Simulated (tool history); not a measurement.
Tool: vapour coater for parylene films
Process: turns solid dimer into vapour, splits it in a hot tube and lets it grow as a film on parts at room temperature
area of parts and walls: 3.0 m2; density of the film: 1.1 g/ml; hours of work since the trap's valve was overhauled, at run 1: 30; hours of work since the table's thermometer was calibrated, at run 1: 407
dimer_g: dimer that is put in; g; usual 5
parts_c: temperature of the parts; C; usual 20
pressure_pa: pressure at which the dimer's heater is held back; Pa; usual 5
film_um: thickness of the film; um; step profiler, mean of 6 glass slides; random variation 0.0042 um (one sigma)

run,hour,dimer_g,parts_c,pressure_pa,hours of work since the trap's valve was overhauled,hours of work since the table's thermometer was calibrated,film_um
1,0,5,20,5,30,407,0.851
2,8.6,5,20,5,37,413,0.852
3,24.9,5,20,5,49,426,0.852
4,33.6,5,20,5,56,432,0.848
5,46.9,5,20,10.91,66,442,0.734
6,59.7,5,20,10.91,76,452,0.742
7,67.8,5,20,10.91,82,459,0.746
8,77.8,5,20,10.91,90,466,0.746
9,91.3,5,20,11.86,100,476,0.729
10,105.1,5,20,11.86,111,487,0.724
11,113.6,5,20,5,117,494,0.848
12,120.7,5,20,2.54,123,499,0.962
13,130.8,5,20,2.54,130,507,0.954
14,140.5,4,14,11.86,138,514,0.769
15,154.4,7,22,2.2,148,525,1.247
16,164.3,7,25,5,156,532,0.933
17,171.4,5,22,2.81,161,538,0.863
18,188.1,6,20,5,174,551,1.008
19,197,2,29,5,181,557,0.221
20,210.5,3,17,5,191,568,0.589
21,218.9,7,17,3.86,198,574,1.413
22,227.3,4,24,2.02,204,581,0.651
23,236.8,5,18,5.12,211,588,0.915

Forecast each of these 4 alternatives for the next run:
A,245.6,5,30,9.55,218,595,?
B,245.6,6,22,10.49,218,595,?
C,245.6,5,20,11.91,218,595,?
D,245.6,5,20,2.98,218,595,?

run,film_um
A,0.469
B,0.805
C,0.719
D,0.92
Without the tool's hidden state the same runs would have given:
run,film_um
A,0.478
B,0.821
C,0.734
D,0.938
